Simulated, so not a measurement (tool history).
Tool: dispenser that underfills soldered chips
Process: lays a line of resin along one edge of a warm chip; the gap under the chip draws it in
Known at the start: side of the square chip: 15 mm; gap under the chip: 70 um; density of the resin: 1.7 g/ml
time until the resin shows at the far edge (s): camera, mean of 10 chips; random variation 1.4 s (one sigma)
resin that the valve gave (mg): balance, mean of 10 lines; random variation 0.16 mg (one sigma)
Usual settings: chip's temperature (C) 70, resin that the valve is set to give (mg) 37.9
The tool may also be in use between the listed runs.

run,hour,chip's temperature (C),resin that the valve is set to give (mg),time until the resin shows at the far edge (s),resin that the valve gave (mg)
1,0,70,37.9,162.3,35.01
# hour 5.3: new syringe of resin
2,5.3,70,42.3,135.4,39.01
3,8.2,70,37.9,152.6,34.81
4,13.7,70,37.9,185.7,34.75
# hour 14.9: new syringe of resin
5,19.9,70,37.9,162.9,34.7
6,23.4,70,44.8,174.4,40.89
# hour 24.6: new syringe of resin
7,27.1,70,32.5,158.8,29.26
8,30.2,70,37.9,163.8,34.25
# hour 34.3: new syringe of resin
9,35.7,72,37.9,140.9,34.23
10,39.4,70,37.9,168.3,34.04
11,43,70,37.9,189.5,33.91
# hour 44: new syringe of resin
12,47.8,83,37.9,101.1,33.93
# hour 53.9: new syringe of resin
13,53.9,83,47.2,81.1,42.12
14,58.1,83,47.2,97.1,41.83
# hour 62.7: dispensing valve cleaned and set on the balance
15,63,83,47.2,106.9,47.21
# hour 64.5: new syringe of resin
16,68.3,83,47.2,92.6,47.05
17,72.8,83,47.2,110.7,46.76
# hour 74.2: new syringe of resin
18,76.6,67,47.9,161.7,47.28
19,80.2,60,45.5,244.6,44.86
# hour 84.1: new syringe of resin
20,85.3,60,45.5,206.3,44.84
21,89.8,68,46.8,175.6,45.61

3 ways to go on from here, each from the tool as it stands after run 21. What would each give?
# hour 93.7: new syringe of resin
A,95.7,62,39.5,?,?
# hour 93.7: new syringe of resin
B,95.7,61,46.8,?,?
# hour 93.7: new syringe of resin
C,95.7,77,41.6,?,?

run,time until the resin shows at the far edge (s),resin that the valve gave (mg)
A,197.6,38.66
B,203.6,45.74
C,111,40.68
Without the tool's hidden state the same runs would have given:
run,time until the resin shows at the far edge (s),resin that the valve gave (mg)
A,180.3,39.55
B,186.1,46.8
C,101.6,41.61

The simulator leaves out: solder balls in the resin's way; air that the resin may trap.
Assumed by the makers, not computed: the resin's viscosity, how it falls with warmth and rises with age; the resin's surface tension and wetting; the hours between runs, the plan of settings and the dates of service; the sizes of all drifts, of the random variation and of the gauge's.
